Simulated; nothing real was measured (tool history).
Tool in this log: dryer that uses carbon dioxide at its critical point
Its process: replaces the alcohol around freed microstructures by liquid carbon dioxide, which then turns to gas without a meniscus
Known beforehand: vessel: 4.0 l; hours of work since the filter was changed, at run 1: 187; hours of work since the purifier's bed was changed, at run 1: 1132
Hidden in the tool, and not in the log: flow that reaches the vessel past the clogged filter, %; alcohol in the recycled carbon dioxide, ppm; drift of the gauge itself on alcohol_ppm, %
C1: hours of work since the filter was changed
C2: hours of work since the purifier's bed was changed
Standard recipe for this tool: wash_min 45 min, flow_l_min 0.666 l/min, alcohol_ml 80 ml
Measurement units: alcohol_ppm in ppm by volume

Run 1, hour 0.0: usual settings; C1 187; C2 1132. Result: alcohol_ppm 331 ppm by volume.
Run 2, hour 26.7: usual settings; C1 207; C2 1152. Result: alcohol_ppm 359 ppm by volume.
Run 3, hour 62.7: usual settings but flow_l_min 0.528 l/min; C1 235; C2 1180. Result: alcohol_ppm 639 ppm by volume.
At hour 68.7: purifier's bed changed.
Run 4, hour 88.6: usual settings but flow_l_min 0.528 l/min; C1 253; C2 15. Result: alcohol_ppm 452 ppm by volume.
Run 5, hour 122.3: usual settings but flow_l_min 1.084 l/min; C1 279; C2 42. Result: alcohol_ppm 23 ppm by volume.
At hour 139.3: inlet filter changed.
Run 6, hour 150.6: usual settings but alcohol_ml 114 ml; C1 9; C2 63. Result: alcohol_ppm 123 ppm by volume.
Run 7, hour 178.8: usual settings; C1 31; C2 85. Result: alcohol_ppm 96 ppm by volume.
Run 8, hour 208.8: usual settings but flow_l_min 0.501 l/min; C1 54; C2 108. Result: alcohol_ppm 348 ppm by volume.
Run 9, hour 232.0: usual settings; C1 72; C2 126. Result: alcohol_ppm 121 ppm by volume.
Run 10, hour 252.0: usual settings; C1 87; C2 141. Result: alcohol_ppm 136 ppm by volume.
Run 11, hour 277.3: usual settings; C1 107; C2 161. Result: alcohol_ppm 142 ppm by volume.
Run 12, hour 309.6: usual settings but alcohol_ml 42 ml; C1 132; C2 186. Result: alcohol_ppm 99 ppm by volume.
Run 13, hour 339.6: usual settings but alcohol_ml 42 ml; C1 155; C2 209. Result: alcohol_ppm 102 ppm by volume.
Run 14, hour 374.9: usual settings but alcohol_ml 42 ml; C1 183; C2 237. Result: alcohol_ppm 125 ppm by volume.
Run 15, hour 409.6: usual settings but wash_min 64 min, flow_l_min 0.636 l/min, alcohol_ml 90 ml; C1 210; C2 264. Result: alcohol_ppm 85 ppm by volume.

What does the tool deliver on the next run?
Run 16, hour 441.2: usual settings but wash_min 64 min, flow_l_min 0.636 l/min, alcohol_ml 90 ml; C1 234; C2 288. Result: alcohol_ppm ?.

{"run 16": {"alcohol_ppm": 91}}
If the tool had no hidden condition, the same run with the same run-to-run variation would have returned alcohol_ppm 17 ppm by volume.
